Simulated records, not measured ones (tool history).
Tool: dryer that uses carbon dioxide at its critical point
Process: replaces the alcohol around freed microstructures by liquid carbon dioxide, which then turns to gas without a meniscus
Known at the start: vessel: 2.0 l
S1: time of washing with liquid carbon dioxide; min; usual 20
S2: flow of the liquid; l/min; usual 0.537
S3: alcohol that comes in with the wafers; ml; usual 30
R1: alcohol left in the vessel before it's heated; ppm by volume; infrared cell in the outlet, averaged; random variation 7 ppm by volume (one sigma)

run 1 hour=0.0 | S1=20 S2=0.537 S3=30 | R1=545
run 2 hour=29.4 | S1=20 S2=0.439 S3=30 | R1=967
run 3 hour=65.9 | S1=20 S2=0.439 S3=30 | R1=998
run 4 hour=103.8 | S1=20 S2=0.439 S3=30 | R1=1049
run 5 hour=135.9 | S1=20 S2=0.439 S3=30 | R1=1067
run 6 hour=165.2 | S1=20 S2=0.439 S3=30 | R1=1132
run 7 hour=180.8 | S1=20 S2=0.439 S3=30 | R1=1155
run 8 hour=202.0 | S1=20 S2=0.537 S3=30 | R1=683
run 9 hour=232.7 | S1=20 S2=0.537 S3=30 | R1=734
-- hour=248.6 inlet filter changed
-- hour=254.8 purifier's bed changed
run 10 hour=264.3 | S1=20 S2=0.537 S3=30 | R1=338
run 11 hour=279.8 | S1=20 S2=0.537 S3=30 | R1=358
run 12 hour=302.0 | S1=20 S2=0.537 S3=30 | R1=365
run 13 hour=324.2 | S1=20 S2=0.537 S3=30 | R1=381
run 14 hour=349.3 | S1=20 S2=0.537 S3=30 | R1=405
run 15 hour=377.6 | S1=20 S2=0.537 S3=30 | R1=433
run 16 hour=406.3 | S1=20 S2=0.537 S3=30 | R1=437
run 17 hour=432.4 | S1=20 S2=0.460 S3=30 | R1=738
run 18 hour=469.9 | S1=18 S2=0.537 S3=30 | R1=681
run 19 hour=491.4 | S1=18 S2=0.537 S3=30 | R1=689
run 20 hour=528.2 | S1=18 S2=0.537 S3=30 | R1=739
run 21 hour=565.8 | S1=18 S2=0.537 S3=30 | R1=780
run 22 hour=595.1 | S1=18 S2=0.537 S3=30 | R1=828
run 23 hour=633.4 | S1=18 S2=0.537 S3=30 | R1=866
run 24 hour=656.5 | S1=18 S2=0.537 S3=30 | R1=857
-- hour=682.6 inlet filter changed
run 25 hour=684.1 | S1=29 S2=0.609 S3=30 | R1=158
run 26 hour=707.4 | S1=29 S2=0.609 S3=30 | R1=169
run 27 hour=734.3 | S1=24 S2=0.333 S3=30 | R1=1061
run 28 hour=755.7 | S1=24 S2=0.537 S3=30 | R1=314
run 29 hour=788.3 | S1=26 S2=0.395 S3=30 | R1=602
run 30 hour=807.4 | S1=26 S2=0.482 S3=30 | R1=382
run 31 hour=840.8 | S1=20 S2=0.519 S3=30 | R1=639
run 32 hour=859.7 | S1=23 S2=0.363 S3=35 | R1=1266
run 33 hour=886.0 | S1=22 S2=0.823 S3=27 | R1=209
run 34 hour=914.6 | S1=20 S2=0.698 S3=39 | R1=381
-- hour=921.0 purifier's bed changed
run 35 hour=937.4 | S1=17 S2=0.537 S3=25 | R1=640
run 36 hour=966.1 | S1=20 S2=0.387 S3=116 | R1=4885
run 37 hour=992.8 | S1=16 S2=0.537 S3=30 | R1=946
run 38 hour=1009.5 | S1=25 S2=0.408 S3=40 | R1=805
run 39 hour=1040.4 | S1=20 S2=0.833 S3=45 | R1=141
run 40 hour=1074.4 | S1=25 S2=0.537 S3=38 | R1=321
run 41 hour=1112.5 | S1=13 S2=0.498 S3=22 | R1=1517
-- hour=1115.9 inlet filter changed
run 42 hour=1131.2 | S1=30 S2=0.844 S3=64 | R1=68
run 43 hour=1159.2 | S1=20 S2=0.844 S3=64 | R1=147
run 44 hour=1181.9 | S1=28 S2=0.520 S3=50 | R1=237
run 45 hour=1200.2 | S1=28 S2=0.520 S3=50 | R1=255
run 46 hour=1225.0 | S1=28 S2=0.520 S3=50 | R1=262
run 47 hour=1246.0 | S1=13 S2=0.654 S3=39 | R1=1157

Hidden state or all else? Some run-to-run changes of R1, split into what the settings, what came in and random variation would give without the hidden state, and what is left for the hidden state (with any gauge scatter that isn't in both results):
The hidden state here: flow that reaches the vessel past the clogged filter, %; alcohol in the recycled carbon dioxide, ppm; drift of the gauge itself on alcohol_ppm, %.
Run 9 -> 10: inlet filter changed, purifier's bed changed. R1 -396 ppm by volume: hidden state -396, all else +0.
Run 35 -> 36: S1 17 -> 20, S2 0.537 -> 0.387, S3 25 -> 116. R1 +4245 ppm by volume: hidden state +894, all else +3351.
Run 36 -> 37: S1 20 -> 16, S2 0.387 -> 0.537, S3 116 -> 30. R1 -3939 ppm by volume: hidden state -789, all else -3150.
Run 41 -> 42: S1 13 -> 30, S2 0.498 -> 0.844, S3 22 -> 64, inlet filter changed. R1 -1449 ppm by volume: hidden state -378, all else -1071.

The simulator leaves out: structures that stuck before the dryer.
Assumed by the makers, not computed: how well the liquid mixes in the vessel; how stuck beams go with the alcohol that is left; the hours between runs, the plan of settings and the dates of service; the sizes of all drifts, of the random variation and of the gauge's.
